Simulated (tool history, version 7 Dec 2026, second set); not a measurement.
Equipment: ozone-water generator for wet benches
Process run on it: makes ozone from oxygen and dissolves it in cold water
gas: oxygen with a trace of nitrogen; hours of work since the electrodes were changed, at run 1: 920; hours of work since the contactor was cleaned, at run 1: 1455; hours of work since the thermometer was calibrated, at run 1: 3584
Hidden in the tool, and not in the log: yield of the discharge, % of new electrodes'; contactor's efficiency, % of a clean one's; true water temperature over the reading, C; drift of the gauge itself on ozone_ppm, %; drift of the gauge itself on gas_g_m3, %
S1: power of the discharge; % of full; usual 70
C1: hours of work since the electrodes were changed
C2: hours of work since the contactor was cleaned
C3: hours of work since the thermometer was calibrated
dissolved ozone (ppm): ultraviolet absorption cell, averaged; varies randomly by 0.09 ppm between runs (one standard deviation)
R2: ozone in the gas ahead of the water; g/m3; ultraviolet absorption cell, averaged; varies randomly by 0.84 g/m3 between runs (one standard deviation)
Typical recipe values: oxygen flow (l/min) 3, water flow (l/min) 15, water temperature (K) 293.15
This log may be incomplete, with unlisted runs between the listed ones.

run 1 hour=0 | S1=70 oxygen_flow_(l/min)=3 water_flow_(l/min)=15 water_temperature_(K)=293.15 | C1=920 C2=1455 C3=3584 | dissolved_ozone_(ppm)=15.32 R2=169.9
run 2 hour=54.1 | S1=70 oxygen_flow_(l/min)=5.12 water_flow_(l/min)=15 water_temperature_(K)=293.15 | C1=974 C2=1509 C3=3638 | dissolved_ozone_(ppm)=16.17 R2=134.3
-- hour=110.7 water thermometer calibrated
run 3 hour=113 | S1=70 oxygen_flow_(l/min)=5.12 water_flow_(l/min)=15 water_temperature_(K)=293.15 | C1=1032 C2=1567 C3=2 | dissolved_ozone_(ppm)=15.95 R2=134.7
run 4 hour=157.6 | S1=70 oxygen_flow_(l/min)=5.12 water_flow_(l/min)=15 water_temperature_(K)=293.15 | C1=1076 C2=1612 C3=47 | dissolved_ozone_(ppm)=16.29 R2=135.4
run 5 hour=187.4 | S1=70 oxygen_flow_(l/min)=5.12 water_flow_(l/min)=15 water_temperature_(K)=293.15 | C1=1106 C2=1641 C3=76 | dissolved_ozone_(ppm)=16.12 R2=134
run 6 hour=224.8 | S1=70 oxygen_flow_(l/min)=5.12 water_flow_(l/min)=15 water_temperature_(K)=293.15 | C1=1143 C2=1679 C3=114 | dissolved_ozone_(ppm)=16.18 R2=135.1
run 7 hour=264.3 | S1=78 oxygen_flow_(l/min)=5.12 water_flow_(l/min)=15 water_temperature_(K)=293.15 | C1=1183 C2=1718 C3=153 | dissolved_ozone_(ppm)=17.64 R2=149.5
run 8 hour=295.9 | S1=78 oxygen_flow_(l/min)=5.12 water_flow_(l/min)=15 water_temperature_(K)=293.15 | C1=1214 C2=1749 C3=185 | dissolved_ozone_(ppm)=17.93 R2=148.7
run 9 hour=352.7 | S1=78 oxygen_flow_(l/min)=5.12 water_flow_(l/min)=15 water_temperature_(K)=293.15 | C1=1271 C2=1806 C3=241 | dissolved_ozone_(ppm)=17.64 R2=150.6
run 10 hour=413.4 | S1=78 oxygen_flow_(l/min)=5.12 water_flow_(l/min)=15 water_temperature_(K)=293.15 | C1=1331 C2=1867 C3=302 | dissolved_ozone_(ppm)=17.81 R2=149.8
run 11 hour=455 | S1=70 oxygen_flow_(l/min)=3 water_flow_(l/min)=12 water_temperature_(K)=293.15 | C1=1373 C2=1908 C3=343 | dissolved_ozone_(ppm)=18.62 R2=170.4
-- hour=502.3 contactor cleaned
run 12 hour=518.5 | S1=70 oxygen_flow_(l/min)=3 water_flow_(l/min)=12 water_temperature_(K)=293.15 | C1=1432 C2=16 C3=402 | dissolved_ozone_(ppm)=18.6 R2=170.4
run 13 hour=583.4 | S1=92 oxygen_flow_(l/min)=3 water_flow_(l/min)=15 water_temperature_(K)=293.15 | C1=1497 C2=81 C3=467 | dissolved_ozone_(ppm)=19.48 R2=217.5
run 14 hour=623 | S1=92 oxygen_flow_(l/min)=2.8 water_flow_(l/min)=11 water_temperature_(K)=293.15 | C1=1536 C2=120 C3=507 | dissolved_ozone_(ppm)=25.29 R2=225.2
run 15 hour=670 | S1=92 oxygen_flow_(l/min)=2.8 water_flow_(l/min)=11 water_temperature_(K)=293.15 | C1=1583 C2=167 C3=553 | dissolved_ozone_(ppm)=25.23 R2=224.7
run 16 hour=705.5 | S1=42 oxygen_flow_(l/min)=3 water_flow_(l/min)=11 water_temperature_(K)=293.15 | C1=1618 C2=203 C3=589 | dissolved_ozone_(ppm)=12.77 R2=110.1
run 17 hour=768.2 | S1=42 oxygen_flow_(l/min)=3 water_flow_(l/min)=11 water_temperature_(K)=293.15 | C1=1681 C2=265 C3=651 | dissolved_ozone_(ppm)=12.75 R2=109.6
run 18 hour=810.9 | S1=63 oxygen_flow_(l/min)=2.59 water_flow_(l/min)=11 water_temperature_(K)=296.15 | C1=1723 C2=308 C3=694 | dissolved_ozone_(ppm)=17.18 R2=165
run 19 hour=847.2 | S1=63 oxygen_flow_(l/min)=2.59 water_flow_(l/min)=11 water_temperature_(K)=296.15 | C1=1760 C2=344 C3=730 | dissolved_ozone_(ppm)=17.26 R2=166.1
run 20 hour=894.3 | S1=63 oxygen_flow_(l/min)=2.59 water_flow_(l/min)=11 water_temperature_(K)=296.15 | C1=1807 C2=391 C3=777 | dissolved_ozone_(ppm)=17.13 R2=165.8
run 21 hour=943.4 | S1=70 oxygen_flow_(l/min)=4.07 water_flow_(l/min)=16 water_temperature_(K)=294.15 | C1=1856 C2=440 C3=826 | dissolved_ozone_(ppm)=14.77 R2=151
run 22 hour=1002.4 | S1=62 oxygen_flow_(l/min)=4.07 water_flow_(l/min)=11 water_temperature_(K)=294.15 | C1=1914 C2=498 C3=885 | dissolved_ozone_(ppm)=17.92 R2=135.8
run 23 hour=1057.1 | S1=44 oxygen_flow_(l/min)=4.56 water_flow_(l/min)=15 water_temperature_(K)=295.15 | C1=1969 C2=553 C3=939 | dissolved_ozone_(ppm)=10.22 R2=95.2

Here are 4 independent what-if runs from the current tool condition. What would each one return?
run A hour=1123.9 | S1=70 oxygen_flow_(l/min)=3 water_flow_(l/min)=10 water_temperature_(K)=293.15 | C1=2035 C2=620 C3=1006 | dissolved_ozone_(ppm)=? R2=?
run B hour=1123.9 | S1=93 oxygen_flow_(l/min)=4.56 water_flow_(l/min)=15 water_temperature_(K)=295.15 | C1=2035 C2=620 C3=1006 | dissolved_ozone_(ppm)=? R2=?
run C hour=1123.9 | S1=44 oxygen_flow_(l/min)=4.49 water_flow_(l/min)=18 water_temperature_(K)=298.15 | C1=2035 C2=620 C3=1006 | dissolved_ozone_(ppm)=? R2=?
run D hour=1123.9 | S1=97 oxygen_flow_(l/min)=4.56 water_flow_(l/min)=15 water_temperature_(K)=295.15 | C1=2035 C2=620 C3=1006 | dissolved_ozone_(ppm)=? R2=?

run=A dissolved_ozone_(ppm)=21.62 R2=172.2
run=B dissolved_ozone_(ppm)=20.02 R2=185.2
run=C dissolved_ozone_(ppm)=8.3 R2=96
run=D dissolved_ozone_(ppm)=20.76 R2=192.1
With the hidden condition removed and each run's random variation left untouched, the same runs would have given:
run=A dissolved_ozone_(ppm)=21.63 R2=169.2
run=B dissolved_ozone_(ppm)=20.04 R2=182
run=C dissolved_ozone_(ppm)=8.31 R2=94.3
run=D dissolved_ozone_(ppm)=20.77 R2=188.8
